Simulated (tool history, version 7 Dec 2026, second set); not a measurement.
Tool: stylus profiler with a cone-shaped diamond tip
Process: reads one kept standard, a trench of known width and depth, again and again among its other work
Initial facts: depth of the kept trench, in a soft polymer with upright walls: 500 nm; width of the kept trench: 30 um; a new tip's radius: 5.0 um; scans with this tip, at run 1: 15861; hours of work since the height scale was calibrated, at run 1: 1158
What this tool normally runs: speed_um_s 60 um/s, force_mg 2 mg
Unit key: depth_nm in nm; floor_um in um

run,hour,speed_um_s,force_mg,scans with this tip,hours of work since the height scale was calibrated,depth_nm,floor_um
1,0,60,2,15861,1158,506.72,25.42
2,40.8,60,2,16105,1176,506.85,25.43
3,81.6,191,2,16349,1194,506.75,24.97
4,114.5,191,2,16545,1208,506.89,24.95
5,157.3,177,2,16802,1227,506.75,25.07
6,199.5,60,2,17053,1245,507.01,25.45
7,237.4,60,2,17280,1262,506.84,25.45
8,265.4,60,1.15,17447,1274,504.9,25.34
9,300.2,60,1.15,17656,1289,504.69,25.39
10,326.8,60,2,17814,1301,506.93,25.41
11,370.7,60,2,18077,1320,506.95,25.43
12,394,60,2,18217,1330,506.7,25.41
13,423.3,21,2,18391,1343,506.92,25.59

Run 14 has not been measured yet. What should we expect?
14,455.3,21,2,18583,1357,?,?

Logged for run 14: depth_nm 506.56 nm, floor_um 25.57 um.
Take away the tool's hidden state, keep the run-to-run variation as it was, and the same run would have given depth_nm 506.58 nm, floor_um 25.6 um.
